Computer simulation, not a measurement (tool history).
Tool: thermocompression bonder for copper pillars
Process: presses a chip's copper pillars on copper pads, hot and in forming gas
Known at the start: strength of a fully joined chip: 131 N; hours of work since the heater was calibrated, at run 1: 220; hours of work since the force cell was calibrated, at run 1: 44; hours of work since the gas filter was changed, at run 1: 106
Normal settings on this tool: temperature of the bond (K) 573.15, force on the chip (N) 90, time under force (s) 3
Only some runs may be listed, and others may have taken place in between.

run  hour  temperature of the bond (K)  force on the chip (N)  time under force (s)  hours of work since the heater was calibrated  hours of work since the force cell was calibrated  hours of work since the gas filter was changed  force that shears a chip off (N)
  1   0.0                       573.15                     90                     3                                            220                                                 44                                             106                              52.3
      2.9  -- forming gas filter changed
  2   8.0                       573.15                     90                     3                                            225                                                 48                                               3                              55.6
  3  17.5                       573.15                     90                     3                                            231                                                 54                                               9                              54.2
  4  25.8                       573.15                     90                     6                                            236                                                 59                                              14                              68.9
  5  36.2                       573.15                     90                     6                                            242                                                 65                                              20                              68.8
  6  42.1                       573.15                     87                     3                                            245                                                 69                                              24                              53.4
  7  46.9                       573.15                     82                     4                                            248                                                 72                                              27                              56.5
  8  51.7                       567.15                     82                     4                                            251                                                 75                                              29                              51.6
  9  59.0                       560.15                    119                     4                                            256                                                 79                                              34                              56.2
 10  69.8                       560.15                    119                     4                                            262                                                 86                                              40                              57.7
 11  75.5                       573.15                     75                     3                                            266                                                 89                                              44                              49.4

Each row is a separate what-if for the run after 11, all from the same tool condition, not one after another. Results?
  A  81.5                       594.15                    129                     2                                            269                                                 93                                              47                                 ?
  B  81.5                       573.15                     59                     3                                            269                                                 93                                              47                                 ?
  C  81.5                       591.15                     90                     3                                            269                                                 93                                              47                                 ?

run  force that shears a chip off (N)
  A                              75.0
  B                              41.7
  C                              69.6
Take away the tool's hidden state, keep each run's random variation, and the runs would have read:
run  force that shears a chip off (N)
  A                              79.9
  B                              45.1
  C                              74.4
